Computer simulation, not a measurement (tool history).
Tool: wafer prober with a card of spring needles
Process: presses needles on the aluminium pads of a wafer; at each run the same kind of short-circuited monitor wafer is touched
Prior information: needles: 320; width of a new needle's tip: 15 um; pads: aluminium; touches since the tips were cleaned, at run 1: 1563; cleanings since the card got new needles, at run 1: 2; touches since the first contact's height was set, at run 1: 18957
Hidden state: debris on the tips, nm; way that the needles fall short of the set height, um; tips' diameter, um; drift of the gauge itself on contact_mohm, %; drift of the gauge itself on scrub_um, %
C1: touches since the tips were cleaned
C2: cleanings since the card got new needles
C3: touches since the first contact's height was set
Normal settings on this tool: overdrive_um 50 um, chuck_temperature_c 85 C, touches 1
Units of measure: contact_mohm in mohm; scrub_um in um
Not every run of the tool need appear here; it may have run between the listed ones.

run 1 hour=0 | overdrive_um=50 chuck_temperature_c=85 touches=1 | C1=1563 C2=2 C3=18957 | contact_mohm=208 scrub_um=8.64
run 2 hour=7.3 | overdrive_um=50 chuck_temperature_c=85 touches=1 | C1=3419 C2=2 C3=20813 | contact_mohm=253 scrub_um=8.6
run 3 hour=15.7 | overdrive_um=50 chuck_temperature_c=33 touches=1 | C1=5538 C2=2 C3=22932 | contact_mohm=299 scrub_um=8.51
run 4 hour=20.4 | overdrive_um=50 chuck_temperature_c=33 touches=1 | C1=6719 C2=2 C3=24113 | contact_mohm=307 scrub_um=8.67
-- hour=25.6 tips cleaned on abrasive film
run 5 hour=26.7 | overdrive_um=50 chuck_temperature_c=33 touches=1 | C1=273 C2=3 C3=25699 | contact_mohm=153 scrub_um=8.65
run 6 hour=32.4 | overdrive_um=50 chuck_temperature_c=33 touches=1 | C1=1704 C2=3 C3=27130 | contact_mohm=210 scrub_um=8.59
run 7 hour=36.7 | overdrive_um=50 chuck_temperature_c=85 touches=3 | C1=2803 C2=3 C3=28229 | contact_mohm=174 scrub_um=8.61
run 8 hour=45.4 | overdrive_um=50 chuck_temperature_c=85 touches=3 | C1=5016 C2=3 C3=30442 | contact_mohm=191 scrub_um=8.59
run 9 hour=52.2 | overdrive_um=50 chuck_temperature_c=85 touches=1 | C1=6735 C2=3 C3=32161 | contact_mohm=303 scrub_um=8.59
-- hour=57.7 tips cleaned on abrasive film
run 10 hour=61.8 | overdrive_um=47 chuck_temperature_c=85 touches=2 | C1=1043 C2=4 C3=34569 | contact_mohm=179 scrub_um=8.17
run 11 hour=68.5 | overdrive_um=59 chuck_temperature_c=85 touches=3 | C1=2738 C2=4 C3=36264 | contact_mohm=165 scrub_um=10.19
run 12 hour=73.1 | overdrive_um=59 chuck_temperature_c=85 touches=3 | C1=3887 C2=4 C3=37413 | contact_mohm=172 scrub_um=10.17
run 13 hour=77.4 | overdrive_um=38 chuck_temperature_c=66 touches=1 | C1=4986 C2=4 C3=38512 | contact_mohm=393 scrub_um=6.42
run 14 hour=86.1 | overdrive_um=48 chuck_temperature_c=85 touches=1 | C1=7190 C2=4 C3=40716 | contact_mohm=324 scrub_um=8.22
-- hour=89.9 tips cleaned on abrasive film
run 15 hour=95.5 | overdrive_um=50 chuck_temperature_c=73 touches=1 | C1=1412 C2=5 C3=43068 | contact_mohm=212 scrub_um=8.6
run 16 hour=100.4 | overdrive_um=45 chuck_temperature_c=85 touches=1 | C1=2664 C2=5 C3=44320 | contact_mohm=273 scrub_um=7.8
run 17 hour=107 | overdrive_um=34 chuck_temperature_c=89 touches=2 | C1=4328 C2=5 C3=45984 | contact_mohm=321 scrub_um=5.88

Here are 4 independent what-if runs from the current tool condition. What would each one return?
run A hour=114.8 | overdrive_um=34 chuck_temperature_c=89 touches=2 | C1=6301 C2=5 C3=47957 | contact_mohm=? scrub_um=?
run B hour=114.8 | overdrive_um=50 chuck_temperature_c=85 touches=2 | C1=6301 C2=5 C3=47957 | contact_mohm=? scrub_um=?
run C hour=114.8 | overdrive_um=34 chuck_temperature_c=121 touches=2 | C1=6301 C2=5 C3=47957 | contact_mohm=? scrub_um=?
run D hour=114.8 | overdrive_um=34 chuck_temperature_c=40 touches=2 | C1=6301 C2=5 C3=47957 | contact_mohm=? scrub_um=?

run=A contact_mohm=352 scrub_um=5.73
run=B contact_mohm=239 scrub_um=8.52
run=C contact_mohm=338 scrub_um=5.71
run=D contact_mohm=352 scrub_um=5.79
Without the tool's hidden state the same runs would have given:
run=A contact_mohm=147 scrub_um=5.85
run=B contact_mohm=137 scrub_um=8.63
run=C contact_mohm=148 scrub_um=5.82
run=D contact_mohm=134 scrub_um=5.91
